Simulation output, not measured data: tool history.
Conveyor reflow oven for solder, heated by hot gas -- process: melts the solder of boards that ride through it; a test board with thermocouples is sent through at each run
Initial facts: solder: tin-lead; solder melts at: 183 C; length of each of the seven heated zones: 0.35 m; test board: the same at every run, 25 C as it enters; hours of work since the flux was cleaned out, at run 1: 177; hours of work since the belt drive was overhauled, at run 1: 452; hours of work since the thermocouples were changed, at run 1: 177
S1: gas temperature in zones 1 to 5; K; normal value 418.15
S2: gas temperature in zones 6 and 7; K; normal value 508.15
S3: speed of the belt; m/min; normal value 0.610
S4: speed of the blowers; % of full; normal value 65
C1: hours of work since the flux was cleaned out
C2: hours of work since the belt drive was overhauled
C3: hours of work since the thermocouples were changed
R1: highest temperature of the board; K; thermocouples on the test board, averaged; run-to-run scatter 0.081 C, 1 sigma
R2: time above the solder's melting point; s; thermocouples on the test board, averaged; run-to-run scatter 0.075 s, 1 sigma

run,hour,S1,S2,S3,S4,C1,C2,C3,R1,R2
1,0.0,418.15,508.15,0.610,65,177,452,177,488.92,52.66
2,7.7,418.15,508.15,0.610,57,181,456,181,486.15,49.88
3,17.4,418.15,508.15,0.610,57,187,461,187,486.19,49.97
4,31.1,418.15,499.15,0.610,65,194,469,194,481.56,46.41
5,39.7,418.15,508.15,0.610,75,199,474,199,491.70,55.05
6,52.4,418.15,508.15,0.610,75,206,481,206,491.53,54.94
7,68.3,418.15,508.15,0.610,75,215,490,215,491.61,54.86
8,82.2,418.15,508.15,0.610,65,223,498,223,488.59,52.46
9,92.8,418.15,508.15,0.610,65,229,504,229,488.82,52.47
10,102.0,430.15,508.15,0.610,65,234,509,234,491.47,59.19
11,118.1,404.15,508.15,0.610,81,243,518,243,490.47,49.84
12,131.6,426.15,521.15,0.610,81,251,526,251,505.46,65.50
13,149.0,429.15,519.15,0.537,55,260,535,260,501.05,73.47
14,163.7,418.15,508.15,0.610,81,269,544,269,492.73,56.04

Run 15 has not been measured yet. What should we expect?
15,171.4,407.15,502.15,0.610,65,273,548,273,?,?

R1: 481.23 K
R2: 42.25 s
Without the tool's hidden state the same run would have given R1 482.43 K, R2 43.19 s.

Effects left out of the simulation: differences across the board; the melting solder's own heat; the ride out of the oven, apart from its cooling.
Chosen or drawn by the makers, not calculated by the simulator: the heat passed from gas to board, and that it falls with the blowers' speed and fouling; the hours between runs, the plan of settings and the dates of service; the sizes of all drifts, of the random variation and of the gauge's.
